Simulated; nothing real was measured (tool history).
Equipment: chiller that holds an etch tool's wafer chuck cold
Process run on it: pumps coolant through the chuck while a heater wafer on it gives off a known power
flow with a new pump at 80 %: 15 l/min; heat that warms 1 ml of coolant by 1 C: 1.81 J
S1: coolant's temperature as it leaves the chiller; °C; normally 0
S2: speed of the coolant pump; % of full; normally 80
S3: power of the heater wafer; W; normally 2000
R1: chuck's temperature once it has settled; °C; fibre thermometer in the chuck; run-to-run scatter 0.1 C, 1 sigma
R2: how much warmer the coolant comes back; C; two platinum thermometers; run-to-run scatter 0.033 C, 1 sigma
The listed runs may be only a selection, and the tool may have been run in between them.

run    hour  S1  S2    S3    R1    R2
  1     0.0   0  80  2000  17.6  4.85
  2   178.8   6  80  2000  23.9  4.90
  3   326.8   6  80  2000  24.1  4.84
  4   516.4   0  80  2000  18.0  4.87
  5   643.4   0  78  2000  18.5  5.08
  6   807.3   0  80  2000  18.5  4.96
  7   951.3   0  80  2000  18.7  4.94
  8  1064.5   0  60  2000  22.7  6.56
  9  1204.3   0  60  2000  23.1  6.53
     1236.9  -- chiller's thermometer calibrated
 10  1366.0   0  72  2000  20.2  5.49
 11  1462.3   0  72  2000  20.3  5.57
 12  1653.6   0  72  2000  20.5  5.52
 13  1878.8   0  80  2000  19.7  5.03
 14  2028.3   0  80  1128  11.3  2.83
 15  2154.7   0  80  1128  11.2  2.89
 16  2377.7   0  80  1128  11.3  2.83
 17  2561.8   0  80  1128  11.4  2.89
     2673.9  -- coolant pump overhauled
 18  2794.0   6  67  2182  28.8  5.78
 19  2920.9  -2  80  2310  19.4  5.10
 20  3013.0  -2  80  2310  19.6  5.12
 21  3136.8   5  93  1806  20.4  3.49
     3207.8  -- coolant changed, channels flushed
 22  3305.1   3  81  2366  19.8  5.25
 23  3418.6   3  81  2366  19.9  5.24
     3490.1  -- chiller's thermometer calibrated
 24  3549.5  -4  74  2894  17.9  7.01

Run 25 comes next. What will it give?
 25  3768.6  -4  74  2894   ?   ?

R1: 18.0 °C
R2: 7.10 C
The same run, on a tool lacking any hidden state, would have yielded R1 17.3 °C, R2 6.94 C.

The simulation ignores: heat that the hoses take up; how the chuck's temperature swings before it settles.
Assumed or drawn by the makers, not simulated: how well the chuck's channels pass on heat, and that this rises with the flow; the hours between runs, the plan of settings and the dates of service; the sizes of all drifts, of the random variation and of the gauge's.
